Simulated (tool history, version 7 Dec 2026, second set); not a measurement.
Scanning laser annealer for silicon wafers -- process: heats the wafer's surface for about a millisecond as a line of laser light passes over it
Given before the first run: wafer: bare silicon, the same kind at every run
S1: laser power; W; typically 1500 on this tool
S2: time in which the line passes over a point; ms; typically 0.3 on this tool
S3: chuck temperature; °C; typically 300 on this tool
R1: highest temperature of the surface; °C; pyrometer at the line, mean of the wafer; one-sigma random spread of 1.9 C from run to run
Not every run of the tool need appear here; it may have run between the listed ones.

{"run": 1, "day": 0.0, "S1": 1500, "S2": 0.3, "S3": 300, "R1": 1118}
{"run": 2, "day": 0.342, "S1": 1307, "S2": 0.3, "S3": 300, "R1": 982}
{"run": 3, "day": 0.712, "S1": 1307, "S2": 0.3, "S3": 300, "R1": 979}
{"run": 4, "day": 1.142, "S1": 1500, "S2": 0.3, "S3": 300, "R1": 1114}
{"run": 5, "day": 1.475, "S1": 1500, "S2": 0.3, "S3": 300, "R1": 1117}
{"run": 6, "day": 1.983, "S1": 1500, "S2": 0.245, "S3": 300, "R1": 1035}
{"run": 7, "day": 2.196, "S1": 1500, "S2": 0.3, "S3": 300, "R1": 1114}
{"run": 8, "day": 2.521, "S1": 1390, "S2": 0.3, "S3": 300, "R1": 1035}
{"run": 9, "day": 2.788, "S1": 1390, "S2": 0.3, "S3": 300, "R1": 1035}
{"run": 10, "day": 3.133, "S1": 1390, "S2": 0.27, "S3": 300, "R1": 994}
{"run": 11, "day": 3.396, "S1": 1390, "S2": 0.27, "S3": 300, "R1": 991}
{"run": 12, "day": 3.883, "S1": 1390, "S2": 0.27, "S3": 300, "R1": 993}
{"run": 13, "day": 4.221, "S1": 1485, "S2": 0.3, "S3": 300, "R1": 1106}
{"run": 14, "day": 4.683, "S1": 1485, "S2": 0.361, "S3": 300, "R1": 1181}
{"run": 15, "day": 4.946, "S1": 1500, "S2": 0.3, "S3": 300, "R1": 1111}
{"run": 16, "day": 5.175, "S1": 1500, "S2": 0.3, "S3": 300, "R1": 1114}
{"day": 5.3, "done": "window over the wafer cleaned"}
{"run": 17, "day": 5.612, "S1": 1374, "S2": 0.371, "S3": 300, "R1": 1103}
{"run": 18, "day": 6.133, "S1": 1374, "S2": 0.371, "S3": 300, "R1": 1100}
{"run": 19, "day": 6.546, "S1": 1495, "S2": 0.295, "S3": 283, "R1": 1078}
{"run": 20, "day": 6.85, "S1": 1365, "S2": 0.235, "S3": 317, "R1": 941}
{"run": 21, "day": 7.312, "S1": 1365, "S2": 0.235, "S3": 317, "R1": 943}
{"run": 22, "day": 7.783, "S1": 1365, "S2": 0.235, "S3": 317, "R1": 943}
{"run": 23, "day": 8.217, "S1": 1326, "S2": 0.3, "S3": 303, "R1": 983}
{"day": 8.467, "done": "window over the wafer cleaned, once more"}
{"run": 24, "day": 8.788, "S1": 1323, "S2": 0.342, "S3": 325, "R1": 1071}
{"run": 25, "day": 9.083, "S1": 1470, "S2": 0.335, "S3": 300, "R1": 1149}
{"run": 26, "day": 9.562, "S1": 1470, "S2": 0.335, "S3": 300, "R1": 1152}
{"run": 27, "day": 9.975, "S1": 1470, "S2": 0.335, "S3": 300, "R1": 1150}
{"run": 28, "day": 10.304, "S1": 1500, "S2": 0.223, "S3": 300, "R1": 1008}
{"run": 29, "day": 10.604, "S1": 1498, "S2": 0.213, "S3": 300, "R1": 988}
{"run": 30, "day": 10.892, "S1": 1562, "S2": 0.35, "S3": 294, "R1": 1236}
{"run": 31, "day": 11.292, "S1": 1555, "S2": 0.33, "S3": 273, "R1": 1184}
{"run": 32, "day": 11.75, "S1": 1482, "S2": 0.237, "S3": 273, "R1": 993}

Each row is a separate what-if for the run after 32, all from the same tool condition, not one after another. Results?
{"run": "A", "day": 12.017, "S1": 1619, "S2": 0.292, "S3": 317, "R1": "?"}
{"run": "B", "day": 12.017, "S1": 1403, "S2": 0.332, "S3": 330, "R1": "?"}
{"run": "C", "day": 12.017, "S1": 1641, "S2": 0.328, "S3": 299, "R1": "?"}
{"run": "D", "day": 12.017, "S1": 1349, "S2": 0.24, "S3": 338, "R1": "?"}
{"run": "E", "day": 12.017, "S1": 1434, "S2": 0.253, "S3": 308, "R1": "?"}

run=A R1=1211
run=B R1=1121
run=C R1=1268
run=D R1=974
run=E R1=1019
With the hidden condition removed and each run's random variation left untouched, the same runs would have given:
run=A R1=1224
run=B R1=1132
run=C R1=1282
run=D R1=983
run=E R1=1029
